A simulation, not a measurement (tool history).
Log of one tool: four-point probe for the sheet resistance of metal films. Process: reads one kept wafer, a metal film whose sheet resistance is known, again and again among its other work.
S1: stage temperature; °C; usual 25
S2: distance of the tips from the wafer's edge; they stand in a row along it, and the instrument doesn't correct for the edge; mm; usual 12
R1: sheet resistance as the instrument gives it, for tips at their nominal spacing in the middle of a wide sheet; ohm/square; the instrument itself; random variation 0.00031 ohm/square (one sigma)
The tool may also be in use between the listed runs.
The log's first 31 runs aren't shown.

{"run": 32, "hour": 325.3, "S1": 26, "S2": 9, "R1": 1.579786}
{"run": 33, "hour": 337.0, "S1": 26, "S2": 9, "R1": 1.580109}
{"run": 34, "hour": 350.6, "S1": 21, "S2": 29, "R1": 1.561033}
{"run": 35, "hour": 360.0, "S1": 32, "S2": 25, "R1": 1.570679}
{"run": 36, "hour": 368.8, "S1": 27, "S2": 10, "R1": 1.578237}
{"run": 37, "hour": 382.7, "S1": 35, "S2": 29, "R1": 1.572195}
{"run": 38, "hour": 394.5, "S1": 18, "S2": 8, "R1": 1.577751}
{"run": 39, "hour": 404.8, "S1": 32, "S2": 26, "R1": 1.57046}
{"run": 40, "hour": 412.8, "S1": 21, "S2": 66, "R1": 1.560065}
{"run": 41, "hour": 421.2, "S1": 21, "S2": 10, "R1": 1.57279}
{"run": 42, "hour": 436.0, "S1": 19, "S2": 9, "R1": 1.574018}
{"run": 43, "hour": 450.8, "S1": 20, "S2": 30, "R1": 1.559755}
{"run": 44, "hour": 464.5, "S1": 20, "S2": 30, "R1": 1.560514}
{"run": 45, "hour": 473.6, "S1": 27, "S2": 10, "R1": 1.578285}

4 ways to go on from here, each from the tool as it stands after run 45. What would each give?
{"run": "A", "hour": 488.6, "S1": 24, "S2": 4, "R1": "?"}
{"run": "B", "hour": 488.6, "S1": 34, "S2": 69, "R1": "?"}
{"run": "C", "hour": 488.6, "S1": 34, "S2": 6, "R1": "?"}
{"run": "D", "hour": 488.6, "S1": 18, "S2": 12, "R1": "?"}

run=A R1=1.643006
run=B R1=1.57023
run=C R1=1.607829
run=D R1=1.566039
Without the tool's hidden state the same runs would have given:
run=A R1=1.640039
run=B R1=1.567389
run=C R1=1.604925
run=D R1=1.563196

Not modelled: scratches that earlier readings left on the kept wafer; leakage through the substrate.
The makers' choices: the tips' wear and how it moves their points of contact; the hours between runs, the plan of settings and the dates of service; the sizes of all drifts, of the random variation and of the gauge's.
